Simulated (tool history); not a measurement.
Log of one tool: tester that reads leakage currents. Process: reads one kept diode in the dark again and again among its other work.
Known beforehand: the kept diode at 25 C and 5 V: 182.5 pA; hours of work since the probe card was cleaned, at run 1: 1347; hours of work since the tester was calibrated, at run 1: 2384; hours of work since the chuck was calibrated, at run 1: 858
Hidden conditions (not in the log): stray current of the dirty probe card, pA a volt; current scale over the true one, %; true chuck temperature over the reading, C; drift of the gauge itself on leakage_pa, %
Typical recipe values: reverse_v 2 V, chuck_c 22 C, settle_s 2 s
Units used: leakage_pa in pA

| run | day | reverse_v | chuck_c | settle_s | hours of work since the probe card was cleaned | hours of work since the tester was calibrated | hours of work since the chuck was calibrated | leakage_pa |
|---|---|---|---|---|---|---|---|---|
| 1 | 0 | 2 | 22 | 2 | 1347 | 2384 | 858 | 81.91 |
| 2 | 3.788 | 2 | 21 | 2 | 1406 | 2443 | 916 | 75.98 |
| 3 | 8.308 | 11.86 | 22 | 2 | 1476 | 2513 | 986 | 236.58 |
| 4 | 12.35 | 11.86 | 37 | 2 | 1538 | 2575 | 1049 | 683.6 |
| 5 | 16.821 | 2 | 42 | 2 | 1608 | 2644 | 1118 | 330.77 |
| 6 | 20.358 | 2 | 42 | 2 | 1662 | 2699 | 1173 | 333.86 |
| 7 | 23.879 | 2 | 22 | 8.94 | 1717 | 2753 | 1227 | 81.07 |
| 8 | 26.783 | 3.88 | 22 | 2 | 1762 | 2798 | 1272 | 120.01 |
|  | 27.092 | tester calibrated |
| 9 | 29.358 | 3.88 | 22 | 2 | 1800 | 35 | 1311 | 120.56 |
| 10 | 32.242 | 2 | 22 | 2 | 1845 | 80 | 1355 | 80.97 |
| 11 | 36.796 | 2 | 22 | 2 | 1915 | 150 | 1426 | 81.04 |
| 12 | 40.833 | 2 | 22 | 2 | 1978 | 213 | 1488 | 80.67 |
| 13 | 45.221 | 2 | 22 | 2 | 2046 | 281 | 1556 | 80.95 |
| 14 | 49.717 | 2 | 22 | 2 | 2115 | 350 | 1626 | 80.4 |
| 15 | 54.2 | 2.26 | 25 | 2 | 2185 | 419 | 1695 | 107.43 |
| 16 | 57.025 | 10.25 | 50 | 1.14 | 2228 | 463 | 1739 | 1445.03 |
| 17 | 61.592 | 1.65 | 50 | 2.47 | 2299 | 534 | 1810 | 489.1 |
| 18 | 64.308 | 1.65 | 50 | 2.47 | 2341 | 576 | 1852 | 489.04 |
| 19 | 69.129 | 4.81 | 22 | 2 | 2416 | 651 | 1926 | 133.69 |
| 20 | 71.562 | 1.63 | 31 | 3.51 | 2453 | 688 | 1964 | 134.68 |
| 21 | 76.508 | 9.63 | 27 | 4.98 | 2530 | 765 | 2040 | 291.33 |
| 22 | 80.754 | 8.57 | 21 | 4.98 | 2596 | 830 | 2106 | 174.69 |

Here are 5 independent what-if runs from the current tool condition. What would each one return?
| A | 83.671 | 1.95 | 46 | 0.81 | 2641 | 875 | 2151 | ? |
| B | 83.671 | 18.82 | 22 | 2 | 2641 | 875 | 2151 | ? |
| C | 83.671 | 2.33 | 60 | 4.88 | 2641 | 875 | 2151 | ? |
| D | 83.671 | 8.57 | 60 | 4.98 | 2641 | 875 | 2151 | ? |
| E | 83.671 | 18.93 | 22 | 4.09 | 2641 | 875 | 2151 | ? |

| run | leakage_pa |
|---|---|
| A | 413.37 |
| B | 302.52 |
| C | 1098.86 |
| D | 2358.54 |
| E | 304.6 |
With the hidden condition removed and each run's random variation left untouched, the same runs would have given:
| run | leakage_pa |
|---|---|
| A | 449.06 |
| B | 319.4 |
| C | 1187.73 |
| D | 2546.51 |
| E | 321.6 |
